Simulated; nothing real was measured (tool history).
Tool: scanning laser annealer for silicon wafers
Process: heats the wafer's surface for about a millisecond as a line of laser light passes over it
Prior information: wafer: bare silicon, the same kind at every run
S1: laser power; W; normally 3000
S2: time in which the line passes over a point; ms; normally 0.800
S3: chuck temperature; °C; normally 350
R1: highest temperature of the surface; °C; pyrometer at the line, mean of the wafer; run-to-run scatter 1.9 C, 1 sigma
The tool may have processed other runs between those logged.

run 1 hour=0.0 | S1=3000 S2=0.800 S3=350 | R1=1064
-- hour=26.2 window over the wafer cleaned
run 2 hour=38.2 | S1=3000 S2=0.751 S3=350 | R1=1087
run 3 hour=82.0 | S1=3000 S2=0.751 S3=350 | R1=1087
run 4 hour=104.5 | S1=3144 S2=0.751 S3=350 | R1=1130
run 5 hour=139.8 | S1=3144 S2=0.751 S3=350 | R1=1128
run 6 hour=159.8 | S1=3000 S2=0.717 S3=350 | R1=1068
run 7 hour=191.8 | S1=3000 S2=0.800 S3=350 | R1=1103
run 8 hour=238.9 | S1=3000 S2=0.800 S3=350 | R1=1101
run 9 hour=279.2 | S1=3000 S2=0.800 S3=350 | R1=1098
run 10 hour=309.1 | S1=3000 S2=0.800 S3=350 | R1=1096
run 11 hour=355.9 | S1=3000 S2=0.800 S3=350 | R1=1097
run 12 hour=382.5 | S1=3000 S2=0.786 S3=350 | R1=1083
run 13 hour=416.0 | S1=3000 S2=0.800 S3=350 | R1=1091
run 14 hour=439.5 | S1=2617 S2=0.800 S3=350 | R1=972
run 15 hour=485.0 | S1=2617 S2=0.800 S3=350 | R1=972
run 16 hour=529.4 | S1=2617 S2=0.800 S3=350 | R1=968
run 17 hour=564.8 | S1=3000 S2=0.767 S3=350 | R1=1064
run 18 hour=612.6 | S1=3000 S2=0.800 S3=350 | R1=1080
run 19 hour=656.2 | S1=2591 S2=0.800 S3=326 | R1=929
-- hour=682.7 optics aligned, line set to its width
run 20 hour=699.6 | S1=2591 S2=0.800 S3=326 | R1=952
run 21 hour=740.9 | S1=2591 S2=0.800 S3=326 | R1=949
run 22 hour=769.3 | S1=3000 S2=0.800 S3=344 | R1=1091
run 23 hour=796.8 | S1=3000 S2=0.800 S3=344 | R1=1086
run 24 hour=829.1 | S1=2687 S2=0.619 S3=343 | R1=916
run 25 hour=863.9 | S1=3042 S2=0.800 S3=382 | R1=1134
run 26 hour=906.2 | S1=3126 S2=0.695 S3=373 | R1=1100
run 27 hour=929.2 | S1=3162 S2=0.672 S3=341 | R1=1066
run 28 hour=976.2 | S1=3269 S2=0.803 S3=323 | R1=1140
run 29 hour=1002.7 | S1=2847 S2=0.797 S3=338 | R1=1025
run 30 hour=1033.7 | S1=2787 S2=0.934 S3=322 | R1=1039
run 31 hour=1078.1 | S1=3067 S2=0.610 S3=311 | R1=970
run 32 hour=1101.6 | S1=3000 S2=0.620 S3=354 | R1=997
run 33 hour=1139.6 | S1=3000 S2=0.947 S3=367 | R1=1150
run 34 hour=1159.5 | S1=3295 S2=0.757 S3=323 | R1=1117
run 35 hour=1196.5 | S1=3295 S2=0.757 S3=323 | R1=1112
run 36 hour=1239.6 | S1=3000 S2=0.763 S3=388 | R1=1088

Selected run-to-run steps in R1, each split into two signed amounts: the part the tool would show with no hidden state at all (from settings, incoming material and random variation), and the remainder, which goes to the hidden state together with any gauge scatter not common to the measured and the hidden-state-free results:
Hidden state present: light that passes the window, % of a clean one's; laser's true power over the reading, %; width of the line over the set one, %; drift of the gauge itself on peak_c, C.
Run 1 -> 2: S2 0.800 -> 0.751, window over the wafer cleaned. R1 +23 °C: hidden state +45, all else -22.
Run 19 -> 20: optics aligned, line set to its width. R1 +23 °C: hidden state +20, all else +3.
Run 23 -> 24: S1 3000 -> 2687, S2 0.800 -> 0.619, S3 344 -> 343. R1 -170 °C: hidden state +4, all else -174.
Run 24 -> 25: S1 2687 -> 3042, S2 0.619 -> 0.800, S3 343 -> 382. R1 +218 °C: hidden state -8, all else +226.
Run 32 -> 33: S2 0.620 -> 0.947, S3 354 -> 367. R1 +153 °C: hidden state -10, all else +163.
